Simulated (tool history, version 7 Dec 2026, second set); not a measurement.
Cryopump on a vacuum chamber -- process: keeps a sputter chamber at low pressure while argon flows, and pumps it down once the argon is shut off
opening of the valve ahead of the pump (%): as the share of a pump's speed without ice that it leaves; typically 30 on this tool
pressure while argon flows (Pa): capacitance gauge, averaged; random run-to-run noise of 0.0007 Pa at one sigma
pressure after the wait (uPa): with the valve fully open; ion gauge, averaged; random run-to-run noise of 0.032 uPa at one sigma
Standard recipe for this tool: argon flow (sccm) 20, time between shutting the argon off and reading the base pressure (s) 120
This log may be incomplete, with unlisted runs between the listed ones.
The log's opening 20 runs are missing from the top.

run,day,argon flow (sccm),time between shutting the argon off and reading the base pressure (s),opening of the valve ahead of the pump (%),hours of work since the pump was warmed up and emptied,hours of work since the cold head was overhauled,hours of work since the chamber's fittings were tightened,pressure while argon flows (Pa),pressure after the wait (uPa)
# day 47.112: leaking fittings of the chamber tightened, without venting
21,48.125,27,120,49,388,1773,18,0.1108,1.75
22,49.446,20,24,53,412,1796,41,0.0763,7.30
23,50.762,34,196,16,435,1819,64,0.4050,1.26
24,52.825,32,196,31,471,1855,100,0.2032,1.28
25,55.479,30,24,28,517,1902,146,0.2113,7.23
26,56.708,25,24,29,538,1923,168,0.1715,7.30
27,59.538,25,74,31,588,1972,217,0.1611,2.68
28,61.638,9,120,30,624,2009,254,0.0611,1.83
29,63.075,9,120,30,649,2034,279,0.0606,1.91
# day 63.871: pump warmed up, emptied and cooled again
30,64.862,19,85,46,17,2062,306,0.0782,2.39

Each row is a separate what-if for the run after 30, all from the same tool condition, not one after another. Results?
A,66.417,34,105,23,44,2089,333,?,?
B,66.417,14,25,27,44,2089,333,?,?
C,66.417,37,120,30,44,2089,333,?,?
D,66.417,19,170,46,44,2089,333,?,?
E,66.417,18,100,27,44,2089,333,?,?

run,pressure while argon flows (Pa),pressure after the wait (uPa)
A,0.2761,1.95
B,0.0958,7.00
C,0.2300,1.83
D,0.0773,1.34
E,0.1238,2.04
With the hidden condition removed and each run's random variation left untouched, the same runs would have given:
run,pressure while argon flows (Pa),pressure after the wait (uPa)
A,0.2737,1.87
B,0.0948,6.92
C,0.2274,1.75
D,0.0760,1.26
E,0.1226,1.96
